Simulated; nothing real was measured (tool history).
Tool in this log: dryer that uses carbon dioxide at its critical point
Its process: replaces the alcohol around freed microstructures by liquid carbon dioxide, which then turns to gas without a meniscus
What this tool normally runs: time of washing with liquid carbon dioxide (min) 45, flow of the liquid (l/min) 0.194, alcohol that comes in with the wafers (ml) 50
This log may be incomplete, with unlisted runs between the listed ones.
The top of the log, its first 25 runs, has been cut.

run,hour,time of washing with liquid carbon dioxide (min),flow of the liquid (l/min),alcohol that comes in with the wafers (ml),hours of work since the filter was changed,hours of work since the purifier's bed was changed,alcohol left in the vessel before it's heated (ppm by volume)
26,700.8,45,0.131,60,122,528,596
27,724.1,61,0.227,87,139,545,157
28,746.8,70,0.322,50,155,562,172
29,771.9,70,0.322,50,173,580,169
30,795.6,52,0.202,50,191,597,196
31,831.9,45,0.305,50,217,624,189
32,855.4,60,0.170,31,234,641,191
33,876.6,34,0.170,31,249,656,458
34,894.9,45,0.255,27,263,669,199
35,916.5,45,0.168,27,278,685,262
36,939.0,55,0.168,45,294,701,226
# hour 944.1: inlet filter changed
37,974.2,33,0.168,109,22,726,1149
38,999.4,47,0.194,72,40,744,256

Forecast each of these 3 alternatives for the next run:
A,1028.5,45,0.258,50,61,765,?
B,1028.5,33,0.220,23,61,765,?
C,1028.5,45,0.118,50,61,765,?

run,alcohol left in the vessel before it's heated (ppm by volume)
A,229
B,265
C,806
With no hidden state in the tool, these same runs would have given:
run,alcohol left in the vessel before it's heated (ppm by volume)
A,5
B,33
C,526

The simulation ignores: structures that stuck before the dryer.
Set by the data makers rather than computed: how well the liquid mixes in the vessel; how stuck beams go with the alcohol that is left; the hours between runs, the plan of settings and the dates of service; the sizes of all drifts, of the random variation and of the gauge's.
